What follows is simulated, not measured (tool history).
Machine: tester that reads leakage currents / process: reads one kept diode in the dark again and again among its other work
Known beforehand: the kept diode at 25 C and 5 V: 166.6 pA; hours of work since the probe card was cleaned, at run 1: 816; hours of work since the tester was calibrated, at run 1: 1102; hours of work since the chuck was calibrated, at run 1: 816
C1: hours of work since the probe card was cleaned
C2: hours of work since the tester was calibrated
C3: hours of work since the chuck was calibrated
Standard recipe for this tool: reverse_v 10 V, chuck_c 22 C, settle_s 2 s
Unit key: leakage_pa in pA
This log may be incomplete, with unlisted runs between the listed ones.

{"run": 1, "hour": 0.0, "reverse_v": 10, "chuck_c": 22, "settle_s": 2, "C1": 816, "C2": 1102, "C3": 816, "leakage_pa": 203.12}
{"run": 2, "hour": 95.4, "reverse_v": 10, "chuck_c": 22, "settle_s": 0.87, "C1": 873, "C2": 1160, "C3": 873, "leakage_pa": 205.04}
{"run": 3, "hour": 204.4, "reverse_v": 10, "chuck_c": 22, "settle_s": 0.87, "C1": 939, "C2": 1226, "C3": 939, "leakage_pa": 204.9}
{"run": 4, "hour": 368.7, "reverse_v": 10, "chuck_c": 36, "settle_s": 2, "C1": 1039, "C2": 1325, "C3": 1039, "leakage_pa": 545.51}
{"run": 5, "hour": 523.7, "reverse_v": 10, "chuck_c": 36, "settle_s": 2, "C1": 1132, "C2": 1419, "C3": 1132, "leakage_pa": 543.44}
{"run": 6, "hour": 696.4, "reverse_v": 10, "chuck_c": 22, "settle_s": 2, "C1": 1237, "C2": 1523, "C3": 1237, "leakage_pa": 203.28}
{"run": 7, "hour": 809.3, "reverse_v": 10, "chuck_c": 22, "settle_s": 2, "C1": 1305, "C2": 1591, "C3": 1305, "leakage_pa": 202.62}
{"run": 8, "hour": 936.5, "reverse_v": 10, "chuck_c": 22, "settle_s": 2, "C1": 1382, "C2": 1668, "C3": 1382, "leakage_pa": 204.57}
{"run": 9, "hour": 1108.2, "reverse_v": 10, "chuck_c": 22, "settle_s": 2, "C1": 1485, "C2": 1772, "C3": 1485, "leakage_pa": 203.64}
{"run": 10, "hour": 1232.2, "reverse_v": 10, "chuck_c": 22, "settle_s": 2, "C1": 1560, "C2": 1847, "C3": 1560, "leakage_pa": 204.14}
{"run": 11, "hour": 1399.9, "reverse_v": 10, "chuck_c": 22, "settle_s": 2, "C1": 1662, "C2": 1948, "C3": 1662, "leakage_pa": 203.37}
{"run": 12, "hour": 1545.1, "reverse_v": 10, "chuck_c": 22, "settle_s": 2, "C1": 1749, "C2": 2036, "C3": 1749, "leakage_pa": 202.75}
{"run": 13, "hour": 1647.9, "reverse_v": 10, "chuck_c": 22, "settle_s": 0.99, "C1": 1812, "C2": 2098, "C3": 1812, "leakage_pa": 203.64}
{"run": 14, "hour": 1744.1, "reverse_v": 10, "chuck_c": 22, "settle_s": 0.44, "C1": 1870, "C2": 2156, "C3": 1870, "leakage_pa": 207.62}
{"run": 15, "hour": 1860.3, "reverse_v": 10, "chuck_c": 51, "settle_s": 2, "C1": 1940, "C2": 2226, "C3": 1940, "leakage_pa": 1417.17}
{"run": 16, "hour": 1947.8, "reverse_v": 10, "chuck_c": 51, "settle_s": 2, "C1": 1993, "C2": 2279, "C3": 1993, "leakage_pa": 1418.75}
{"hour": 2015.5, "done": "probe card cleaned and baked"}
{"run": 17, "hour": 2056.2, "reverse_v": 10, "chuck_c": 51, "settle_s": 2, "C1": 25, "C2": 2343, "C3": 2057, "leakage_pa": 1415.59}
{"hour": 2067.8, "done": "chuck's temperature calibrated"}
{"run": 18, "hour": 2166.5, "reverse_v": 10, "chuck_c": 51, "settle_s": 2, "C1": 90, "C2": 2409, "C3": 60, "leakage_pa": 1415.86}
{"run": 19, "hour": 2295.8, "reverse_v": 10, "chuck_c": 51, "settle_s": 2, "C1": 168, "C2": 2487, "C3": 138, "leakage_pa": 1418.67}
{"run": 20, "hour": 2441.8, "reverse_v": 10, "chuck_c": 51, "settle_s": 2, "C1": 256, "C2": 2575, "C3": 226, "leakage_pa": 1416.06}
{"run": 21, "hour": 2538.9, "reverse_v": 10, "chuck_c": 51, "settle_s": 2, "C1": 315, "C2": 2634, "C3": 285, "leakage_pa": 1415.67}

Run 22, settings as shown, results not yet in. Your forecast:
{"run": 22, "hour": 2709.7, "reverse_v": 10, "chuck_c": 51, "settle_s": 2, "C1": 418, "C2": 2737, "C3": 388, "leakage_pa": "?"}

Run 22 measured leakage_pa 1423.37 pA.
Take away the tool's hidden state, keep the run-to-run variation as it was, and the same run would have given leakage_pa 1423.55 pA.

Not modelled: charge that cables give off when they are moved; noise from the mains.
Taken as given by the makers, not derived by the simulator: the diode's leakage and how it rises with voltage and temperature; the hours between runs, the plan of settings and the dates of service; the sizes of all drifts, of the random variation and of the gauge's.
